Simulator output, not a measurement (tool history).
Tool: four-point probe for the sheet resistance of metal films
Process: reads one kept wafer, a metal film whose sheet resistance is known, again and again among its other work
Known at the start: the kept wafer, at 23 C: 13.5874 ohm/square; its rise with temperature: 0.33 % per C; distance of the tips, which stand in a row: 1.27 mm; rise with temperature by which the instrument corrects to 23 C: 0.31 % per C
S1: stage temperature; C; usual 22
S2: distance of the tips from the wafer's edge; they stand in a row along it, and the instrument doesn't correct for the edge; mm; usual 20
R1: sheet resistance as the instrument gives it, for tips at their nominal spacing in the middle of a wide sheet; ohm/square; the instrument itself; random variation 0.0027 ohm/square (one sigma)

{"run": 1, "day": 0.0, "S1": 22, "S2": 20, "R1": 13.859797}
{"run": 2, "day": 2.062, "S1": 22, "S2": 20, "R1": 13.860884}
{"run": 3, "day": 3.571, "S1": 22, "S2": 20, "R1": 13.865862}
{"day": 3.929, "done": "new probe head fitted"}
{"run": 4, "day": 4.892, "S1": 22, "S2": 20, "R1": 13.607242}
{"run": 5, "day": 6.983, "S1": 22, "S2": 5, "R1": 14.032914}
{"run": 6, "day": 9.846, "S1": 22, "S2": 5, "R1": 14.037821}
{"run": 7, "day": 11.621, "S1": 22, "S2": 20, "R1": 13.610076}
{"run": 8, "day": 13.025, "S1": 22, "S2": 53, "R1": 13.593333}
{"run": 9, "day": 14.454, "S1": 22, "S2": 12, "R1": 13.671302}
{"run": 10, "day": 17.262, "S1": 22, "S2": 12, "R1": 13.676811}
{"run": 11, "day": 19.975, "S1": 22, "S2": 20, "R1": 13.631503}
{"run": 12, "day": 21.154, "S1": 22, "S2": 20, "R1": 13.631171}
{"run": 13, "day": 22.971, "S1": 22, "S2": 20, "R1": 13.635541}
{"run": 14, "day": 24.358, "S1": 32, "S2": 20, "R1": 13.670165}
{"run": 15, "day": 26.562, "S1": 22, "S2": 20, "R1": 13.644823}
{"run": 16, "day": 29.092, "S1": 22, "S2": 20, "R1": 13.647123}
{"run": 17, "day": 30.95, "S1": 22, "S2": 20, "R1": 13.645761}
{"run": 18, "day": 32.525, "S1": 22, "S2": 20, "R1": 13.64783}
{"run": 19, "day": 35.388, "S1": 22, "S2": 7, "R1": 13.867417}
{"day": 35.667, "done": "stage's thermometer calibrated"}
{"run": 20, "day": 37.362, "S1": 22, "S2": 20, "R1": 13.645796}
{"run": 21, "day": 40.188, "S1": 30, "S2": 4, "R1": 14.342088}
{"run": 22, "day": 42.171, "S1": 23, "S2": 49, "R1": 13.6353}
{"run": 23, "day": 44.212, "S1": 23, "S2": 5, "R1": 14.092223}
{"run": 24, "day": 45.429, "S1": 18, "S2": 5, "R1": 14.078136}
{"day": 46.529, "done": "stage's thermometer calibrated, once more"}
{"run": 25, "day": 47.571, "S1": 22, "S2": 5, "R1": 14.125247}
{"run": 26, "day": 49.242, "S1": 33, "S2": 24, "R1": 13.720823}
{"run": 27, "day": 50.538, "S1": 26, "S2": 3, "R1": 14.880241}
{"run": 28, "day": 52.383, "S1": 32, "S2": 31, "R1": 13.718318}
{"run": 29, "day": 55.212, "S1": 35, "S2": 3, "R1": 14.912559}
{"run": 30, "day": 57.154, "S1": 19, "S2": 17, "R1": 13.717498}
{"run": 31, "day": 58.646, "S1": 30, "S2": 7, "R1": 13.9527}
{"run": 32, "day": 60.021, "S1": 34, "S2": 65, "R1": 13.724473}
{"run": 33, "day": 61.912, "S1": 34, "S2": 65, "R1": 13.730865}
{"run": 34, "day": 63.675, "S1": 34, "S2": 65, "R1": 13.736086}
{"run": 35, "day": 66.288, "S1": 34, "S2": 65, "R1": 13.735069}
{"run": 36, "day": 69.062, "S1": 34, "S2": 65, "R1": 13.741731}
{"run": 37, "day": 71.412, "S1": 34, "S2": 65, "R1": 13.747063}
{"run": 38, "day": 73.471, "S1": 18, "S2": 6, "R1": 14.025167}
{"run": 39, "day": 75.508, "S1": 31, "S2": 4, "R1": 14.451439}
{"run": 40, "day": 77.108, "S1": 31, "S2": 21, "R1": 13.772487}

Forecast each of these 3 alternatives for the next run:
{"run": "A", "day": 78.679, "S1": 20, "S2": 6, "R1": "?"}
{"run": "B", "day": 78.679, "S1": 22, "S2": 52, "R1": "?"}
{"run": "C", "day": 78.679, "S1": 35, "S2": 21, "R1": "?"}

run=A R1=14.040702
run=B R1=13.727188
run=C R1=13.791004
Without the tool's hidden state the same runs would have given:
run=A R1=13.899924
run=B R1=13.589239
run=C R1=13.652135
